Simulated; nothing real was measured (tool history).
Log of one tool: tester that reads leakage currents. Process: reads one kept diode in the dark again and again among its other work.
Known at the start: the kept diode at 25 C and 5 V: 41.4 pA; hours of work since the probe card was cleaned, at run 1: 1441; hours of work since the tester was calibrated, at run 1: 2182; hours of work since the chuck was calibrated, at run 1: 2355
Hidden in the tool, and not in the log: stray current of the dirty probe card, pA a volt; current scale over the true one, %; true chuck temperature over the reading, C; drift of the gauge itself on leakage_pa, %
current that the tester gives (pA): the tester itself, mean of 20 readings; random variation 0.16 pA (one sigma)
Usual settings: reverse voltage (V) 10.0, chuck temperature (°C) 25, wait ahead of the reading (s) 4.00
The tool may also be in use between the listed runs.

| run | hour | reverse voltage (V) | chuck temperature (°C) | wait ahead of the reading (s) | hours of work since the probe card was cleaned | hours of work since the tester was calibrated | hours of work since the chuck was calibrated | current that the tester gives (pA) |
|---|---|---|---|---|---|---|---|---|
| 1 | 0.0 | 10.0 | 25 | 4.00 | 1441 | 2182 | 2355 | 60.05 |
| 2 | 133.1 | 10.0 | 25 | 4.00 | 1533 | 2274 | 2447 | 60.56 |
|  | 155.7 | chuck's temperature calibrated |
| 3 | 239.7 | 10.0 | 25 | 4.00 | 1605 | 2346 | 58 | 64.25 |
|  | 328.3 | probe card cleaned and baked |
| 4 | 348.4 | 10.0 | 24 | 4.00 | 14 | 2419 | 131 | 47.98 |
| 5 | 439.1 | 10.0 | 24 | 4.00 | 77 | 2482 | 194 | 48.13 |
|  | 514.6 | tester calibrated |
| 6 | 611.4 | 10.0 | 24 | 4.00 | 194 | 67 | 311 | 48.65 |
| 7 | 768.1 | 10.0 | 24 | 4.00 | 302 | 175 | 420 | 49.37 |
| 8 | 930.0 | 10.0 | 25 | 3.46 | 414 | 287 | 532 | 53.81 |
|  | 977.5 | tester calibrated, once more |
| 9 | 1100.1 | 10.0 | 25 | 3.46 | 530 | 85 | 648 | 55.99 |
| 10 | 1221.0 | 10.0 | 25 | 3.46 | 614 | 168 | 731 | 56.36 |
| 11 | 1334.6 | 5.8 | 25 | 4.00 | 692 | 247 | 810 | 46.51 |
| 12 | 1463.5 | 5.8 | 25 | 4.00 | 782 | 336 | 899 | 46.92 |
| 13 | 1582.1 | 4.0 | 20 | 0.30 | 863 | 418 | 981 | 32.62 |
| 14 | 1662.3 | 4.0 | 20 | 0.30 | 919 | 473 | 1036 | 32.82 |
| 15 | 1809.0 | 3.5 | 20 | 0.70 | 1020 | 575 | 1137 | 29.09 |
| 16 | 1953.0 | 3.5 | 20 | 1.31 | 1120 | 674 | 1237 | 28.74 |
| 17 | 2103.3 | 18.6 | 33 | 4.00 | 1224 | 778 | 1341 | 126.02 |
| 18 | 2262.4 | 1.6 | 22 | 2.50 | 1333 | 888 | 1451 | 24.67 |
| 19 | 2334.7 | 1.6 | 38 | 1.01 | 1383 | 938 | 1501 | 75.02 |
| 20 | 2474.8 | 8.7 | 46 | 0.32 | 1480 | 1034 | 1597 | 222.53 |
| 21 | 2551.7 | 1.8 | 30 | 0.53 | 1533 | 1088 | 1651 | 45.56 |
| 22 | 2671.6 | 1.5 | 31 | 0.33 | 1616 | 1170 | 1733 | 46.13 |
|  | 2745.2 | probe card cleaned and baked |
| 23 | 2747.1 | 2.4 | 29 | 6.82 | 1 | 1221 | 1784 | 43.04 |
| 24 | 2827.1 | 2.4 | 29 | 6.82 | 57 | 1276 | 1839 | 43.26 |

The same runs without the tool's hidden state, with the same run-to-run variation:
| run | current that the tester gives (pA) |
|---|---|
| 1 | 52.12 |
| 2 | 52.09 |
| 3 | 51.72 |
| 4 | 48.37 |
| 5 | 48.15 |
| 6 | 48.30 |
| 7 | 48.32 |
| 8 | 52.20 |
| 9 | 52.23 |
| 10 | 52.07 |
| 11 | 43.93 |
| 12 | 44.01 |
| 13 | 30.39 |
| 14 | 30.47 |
| 15 | 26.87 |
| 16 | 26.31 |
| 17 | 111.36 |
| 18 | 23.71 |
| 19 | 75.43 |
| 20 | 219.02 |
| 21 | 44.90 |
| 22 | 45.87 |
| 23 | 44.66 |
| 24 | 44.86 |

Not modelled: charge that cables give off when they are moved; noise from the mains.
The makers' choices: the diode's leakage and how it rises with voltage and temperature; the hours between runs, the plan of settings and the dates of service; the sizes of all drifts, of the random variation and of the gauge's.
